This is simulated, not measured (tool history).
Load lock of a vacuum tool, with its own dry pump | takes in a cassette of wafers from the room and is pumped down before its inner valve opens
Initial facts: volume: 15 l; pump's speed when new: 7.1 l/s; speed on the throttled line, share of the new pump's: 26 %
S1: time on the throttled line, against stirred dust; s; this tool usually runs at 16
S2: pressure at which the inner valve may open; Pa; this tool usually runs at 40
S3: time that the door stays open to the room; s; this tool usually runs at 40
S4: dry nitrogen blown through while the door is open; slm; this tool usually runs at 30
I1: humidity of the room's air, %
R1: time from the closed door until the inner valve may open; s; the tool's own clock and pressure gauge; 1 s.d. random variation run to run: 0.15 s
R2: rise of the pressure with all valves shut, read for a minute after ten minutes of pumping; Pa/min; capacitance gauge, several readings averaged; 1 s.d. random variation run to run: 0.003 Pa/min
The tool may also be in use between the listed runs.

run,day,S1,S2,S3,S4,I1,R1,R2
1,0,16,40,40,30,44.2,29,0.068
2,3.883,16,40,40,30,48.1,29.2,0.08
3,9.596,16,40,40,30,45.4,29.1,0.072
4,16.796,16,40,40,30,44.7,29.3,0.075
5,25.229,16,40,40,15,42.7,28.8,0.087
6,31.012,16,40,40,15,47.1,29.1,0.097
7,35.812,16,40,40,15,45.6,28.9,0.094
8,39.304,16,40,40,15,42.1,29.1,0.085
9,44.033,12,40,40,30,41.6,26.3,0.078
10,50.533,15,40,40,30,41.4,28.5,0.075
11,57.25,16,40,68,30,45.6,29.2,0.095
12,63.112,16,40,68,19,44,29.1,0.103
13,70.125,16,40,68,19,48.4,29.1,0.112
14,78.379,16,40,68,19,43.4,29.2,0.107
15,83.271,16,40,68,19,42.6,29.4,0.104
16,90.979,16,40,68,19,44.2,29.3,0.099
17,95.158,16,40,68,19,46.6,29,0.113
18,101.638,16,40,68,19,45.6,29.2,0.112
19,107.729,16,40,173,30,45.6,29.3,0.131
20,112.242,16,50,82,30,45.2,28.8,0.106
21,116.129,30,31,40,30,45.9,40.2,0.092
22,123.033,30,59,200,30,44.2,38.4,0.136
23,130.171,17,40,180,30,42.4,30.3,0.127
24,137.183,17,40,180,30,43.4,29.8,0.132
25,142.571,17,40,180,30,49.1,30.2,0.143
26,147.025,17,40,180,30,45.3,30.1,0.139
27,152.129,17,78,26,30,47.6,28.6,0.087
28,160.529,16,58,40,9,45.6,28.4,0.123
29,166.425,12,34,163,42,44.3,27.2,0.122
30,171.983,12,34,163,42,44,26.9,0.124
31,179.983,12,34,30,7,44.9,26.9,0.115
32,188.029,19,71,60,30,46.5,30.4,0.114
33,191.792,29,32,105,14,44,39.3,0.151
34,197.333,16,40,40,22,41.1,29.3,0.103
35,205.808,16,40,40,22,43,29.7,0.111
36,212.471,11,36,45,22,43.7,26.2,0.107
37,219.158,11,36,45,22,47.4,26.1,0.114

Below are 3 alternative next runs, each starting from the tool's condition after run 37. Predict each:
A,224.892,9,40,58,30,45.1,?,?
B,224.892,11,36,45,9,43.2,?,?
C,224.892,16,77,40,5,47.3,?,?

run,R1,R2
A,24.6,0.11
B,26.4,0.122
C,28.3,0.134
Stripped of hidden state, with their random variation kept, the same runs would have yielded:
run,R1,R2
A,23.2,0.061
B,25.1,0.073
C,27.2,0.085
